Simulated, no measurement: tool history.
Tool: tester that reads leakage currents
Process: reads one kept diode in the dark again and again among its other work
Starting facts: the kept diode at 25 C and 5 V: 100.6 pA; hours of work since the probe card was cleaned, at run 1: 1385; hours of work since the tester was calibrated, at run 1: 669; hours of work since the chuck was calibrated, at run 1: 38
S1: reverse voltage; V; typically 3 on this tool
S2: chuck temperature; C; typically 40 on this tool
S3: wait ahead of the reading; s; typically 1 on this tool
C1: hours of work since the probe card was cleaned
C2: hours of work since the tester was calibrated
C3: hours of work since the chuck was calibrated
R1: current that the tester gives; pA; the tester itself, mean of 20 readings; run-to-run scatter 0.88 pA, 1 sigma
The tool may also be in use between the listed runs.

Run 1, day 0: usual settings; C1 1385; C2 669; C3 38. Result: R1 297.23 pA.
Run 2, day 1.296: usual settings; C1 1398; C2 683; C3 52. Result: R1 299.2 pA.
Run 3, day 2.433: usual settings but S3 0.49 s; C1 1410; C2 695; C3 63. Result: R1 300.82 pA.
Run 4, day 4.608: usual settings but S3 0.49 s; C1 1433; C2 717; C3 86. Result: R1 299.5 pA.
Run 5, day 6.588: usual settings; C1 1453; C2 738; C3 106. Result: R1 300.03 pA.
Run 6, day 8.629: usual settings; C1 1474; C2 759; C3 128. Result: R1 298.21 pA.
Run 7, day 10.05: usual settings; C1 1489; C2 774; C3 142. Result: R1 300.69 pA.
Run 8, day 12.379: usual settings; C1 1513; C2 798; C3 167. Result: R1 299.88 pA.
Run 9, day 13.683: usual settings; C1 1527; C2 811; C3 180. Result: R1 300.98 pA.
Run 10, day 15.983: usual settings but S3 2.41 s; C1 1551; C2 835; C3 204. Result: R1 299.72 pA.
Run 11, day 17.796: usual settings but S2 42 C, S3 2.41 s; C1 1570; C2 854; C3 223. Result: R1 351.26 pA.
Run 12, day 19.958: usual settings but S2 42 C, S3 2.41 s; C1 1592; C2 876; C3 245. Result: R1 351.49 pA.
Run 13, day 21.142: usual settings but S2 42 C, S3 2.41 s; C1 1604; C2 889; C3 257. Result: R1 350.84 pA.
Run 14, day 23.225: usual settings but S2 42 C, S3 2.41 s; C1 1626; C2 910; C3 279. Result: R1 353.14 pA.
Run 15, day 24.562: usual settings but S2 42 C, S3 2.41 s; C1 1640; C2 924; C3 293. Result: R1 352.53 pA.
Run 16, day 26.404: usual settings but S2 29 C; C1 1659; C2 943; C3 312. Result: R1 124.1 pA.
Run 17, day 28.579: usual settings but S2 29 C; C1 1681; C2 966; C3 335. Result: R1 123.6 pA.
Run 18, day 29.604: usual settings; C1 1692; C2 976; C3 345. Result: R1 302.55 pA.
Run 19, day 31.696: usual settings but S1 10.67 V; C1 1714; C2 998; C3 367. Result: R1 506.16 pA.
Run 20, day 32.967: usual settings but S1 1.58 V, S2 29 C; C1 1727; C2 1011; C3 380. Result: R1 95.87 pA.
Run 21, day 34.396: usual settings but S1 1.58 V, S2 29 C; C1 1742; C2 1026; C3 395. Result: R1 95.64 pA.
Run 22, day 35.721: usual settings but S1 1.58 V, S2 29 C; C1 1755; C2 1040; C3 409. Result: R1 95.18 pA.
At day 35.946: probe card cleaned and baked.
Run 23, day 37.212: usual settings but S1 1.58 V, S2 29 C; C1 13; C2 1054; C3 423. Result: R1 97.06 pA.
Run 24, day 39.288: usual settings but S1 1.58 V, S2 29 C; C1 35; C2 1076; C3 444. Result: R1 97.25 pA.
Run 25, day 40.275: usual settings but S1 1.14 V, S2 49 C; C1 45; C2 1086; C3 455. Result: R1 414.11 pA.
Run 26, day 41.308: usual settings but S1 1.14 V, S2 49 C; C1 56; C2 1097; C3 465. Result: R1 415.91 pA.
At day 41.538: probe card cleaned and baked, once more.
Run 27, day 43.625: usual settings but S1 1.08 V, S2 56 C; C1 22; C2 1119; C3 488. Result: R1 681.05 pA.
Run 28, day 45.854: usual settings but S1 10.79 V, S2 47 C, S3 6.07 s; C1 45; C2 1142; C3 511. Result: R1 856.98 pA.
Run 29, day 47.821: usual settings but S1 10.79 V, S2 47 C, S3 6.07 s; C1 65; C2 1163; C3 532. Result: R1 853.55 pA.
Run 30, day 48.821: usual settings but S1 1.42 V, S2 54 C, S3 0.5 s; C1 76; C2 1173; C3 542. Result: R1 657.29 pA.
Run 31, day 51.158: usual settings but S1 1.42 V, S2 59 C, S3 0.5 s; C1 100; C2 1197; C3 566. Result: R1 938.49 pA.
Run 32, day 53.029: usual settings but S1 11.89 V, S2 36 C, S3 5.82 s; C1 119; C2 1217; C3 586. Result: R1 368.92 pA.
Run 33, day 55.362: usual settings but S1 9.46 V, S2 36 C, S3 3.15 s; C1 143; C2 1241; C3 610. Result: R1 339.31 pA.
Run 34, day 57.062: usual settings but S1 3.69 V, S2 27 C, S3 3.15 s; C1 161; C2 1259; C3 627. Result: R1 109.93 pA.
Run 35, day 59.412: usual settings but S1 6.36 V, S2 49 C, S3 0.45 s; C1 185; C2 1283; C3 652. Result: R1 808.52 pA.
Run 36, day 61.417: usual settings but S1 6.36 V, S2 49 C, S3 0.45 s; C1 206; C2 1304; C3 673. Result: R1 810.68 pA.
Run 37, day 63.35: usual settings but S1 6.36 V, S2 42 C, S3 0.45 s; C1 226; C2 1324; C3 693. Result: R1 473.7 pA.

What if the next run were any one of these 3? Each begins from the tool's condition after run 37:
Run A, day 65.283: usual settings but S1 6.36 V, S2 23 C, S3 0.42 s; C1 246; C2 1344; C3 713. Result: R1 ?.
Run B, day 65.283: usual settings but S1 6.36 V, S2 34 C, S3 0.45 s; C1 246; C2 1344; C3 713. Result: R1 ?.
Run C, day 65.283: usual settings but S1 14.04 V, S3 1.87 s; C1 246; C2 1344; C3 713. Result: R1 ?.

run      R1
  A   98.92
  B  251.77
  C  549.17
Without the tool's unlogged condition, the same runs would have read:
run      R1
  A   95.03
  B  244.41
  C  533.46
